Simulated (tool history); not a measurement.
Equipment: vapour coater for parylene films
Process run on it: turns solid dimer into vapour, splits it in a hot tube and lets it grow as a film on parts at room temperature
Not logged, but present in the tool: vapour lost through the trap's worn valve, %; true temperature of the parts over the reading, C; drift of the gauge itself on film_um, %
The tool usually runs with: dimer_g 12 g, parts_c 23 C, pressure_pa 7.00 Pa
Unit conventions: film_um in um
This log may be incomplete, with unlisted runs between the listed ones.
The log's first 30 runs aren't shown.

run	hour	dimer_g	parts_c	pressure_pa	hours of work since the trap's valve was overhauled	hours of work since the table's thermometer was calibrated	film_um
31	825.2	12	26	7.00	373	841	2.28
32	864.7	12	26	7.00	405	874	2.27
33	906.1	10	23	2.42	440	908	2.73
34	945.2	6	32	3.36	472	941	1.06
35	976.6	12	32	4.19	498	967	2.01
36	1008.8	16	25	6.69	525	994	3.20
37	1025.7	16	25	6.69	539	1008	3.18
38	1059.5	16	25	6.69	567	1036	3.21
39	1098.1	16	25	6.69	600	1068	3.20
# hour 1107.0: trap's valve overhauled
40	1133.0	16	25	6.69	22	1094	3.18
41	1165.4	16	25	6.69	49	1121	3.20
42	1205.5	8	27	2.90	82	1154	1.78

Predict each of these 4 candidate next runs independently; none follows another, all start after run 42:
A	1242.7	8	27	2.90	113	1185	?
B	1242.7	17	27	10.73	113	1185	?
C	1242.7	8	27	2.97	113	1185	?
D	1242.7	13	16	3.11	113	1185	?

run	film_um
A	1.79
B	2.77
C	1.77
D	3.83
Without the tool's hidden state the same runs would have given:
run	film_um
A	1.79
B	2.77
C	1.77
D	3.83
